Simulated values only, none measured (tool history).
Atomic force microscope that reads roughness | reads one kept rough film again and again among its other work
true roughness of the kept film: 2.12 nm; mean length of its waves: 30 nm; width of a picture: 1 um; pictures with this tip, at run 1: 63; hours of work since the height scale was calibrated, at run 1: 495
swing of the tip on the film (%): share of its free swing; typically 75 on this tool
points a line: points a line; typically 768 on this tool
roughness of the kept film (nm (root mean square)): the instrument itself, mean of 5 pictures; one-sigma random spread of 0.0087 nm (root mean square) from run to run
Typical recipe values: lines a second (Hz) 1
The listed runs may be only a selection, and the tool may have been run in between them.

run     day  lines a second (Hz)  swing of the tip on the film (%)  points a line  pictures with this tip  hours of work since the height scale was calibrated  roughness of the kept film (nm (root mean square))
  1       0                    1                                75            768                      63                                                  495                                               1.892
  2   1.133                    1                                75            768                     108                                                  510                                               1.871
  3   1.967                    1                                75            768                     141                                                  521                                               1.875
  4   3.075                    1                                75            768                     184                                                  535                                               1.837
      3.629  -- new tip fitted
  5   3.867                    1                                75            768                      10                                                  546                                               1.906
  6   5.117                    1                                75            768                      59                                                  562                                               1.895
  7   5.938                    1                                75            768                      92                                                  573                                               1.884
  8   7.008                    1                                75            698                     134                                                  587                                               1.855
  9   8.233                 0.57                                75            768                     182                                                  603                                               1.875
      8.854  -- new tip fitted
 10   9.175                 0.92                                75            768                      13                                                  615                                               1.933
 11   10.25                 0.92                                89            768                      55                                                  630                                               1.827
 12  11.179                 1.53                                77            768                      92                                                  642                                               1.819
 13    12.5                 2.99                                77            768                     144                                                  659                                               1.679
 14  13.342                 2.99                                77            768                     177                                                  670                                               1.662
     14.062  -- new tip fitted
 15  14.242                 2.99                                71            512                       7                                                  682                                               1.809
 16  14.812                 2.72                                78            768                      30                                                  689                                               1.725
 17  15.904                 2.72                                78            768                      73                                                  704                                               1.709
 18  17.075                 2.72                                56            451                     119                                                  719                                               1.875
 19  17.988                 0.64                                73            291                     155                                                  731                                                1.88
 20    18.9                 1.42                                69            768                     191                                                  743                                               1.835
     19.242  -- new tip fitted
 21  19.788                 1.42                                69            768                      21                                                  755                                               1.926

Branching from run 21: 4 alternative next runs. What would each branch give?
  A  21.088                 1.73                                55            288                      73                                                  772                                                   ?
  B  21.088                 0.71                                69            768                      73                                                  772                                                   ?
  C  21.088                  1.5                                77            768                      73                                                  772                                                   ?
  D  21.088                    1                                88            967                      73                                                  772                                                   ?

run  roughness of the kept film (nm (root mean square))
  A                                               1.915
  B                                               1.949
  C                                               1.825
  D                                               1.822
With no hidden state in the tool, these same runs would have given:
run  roughness of the kept film (nm (root mean square))
  A                                               1.952
  B                                               1.987
  C                                                1.86
  D                                               1.856

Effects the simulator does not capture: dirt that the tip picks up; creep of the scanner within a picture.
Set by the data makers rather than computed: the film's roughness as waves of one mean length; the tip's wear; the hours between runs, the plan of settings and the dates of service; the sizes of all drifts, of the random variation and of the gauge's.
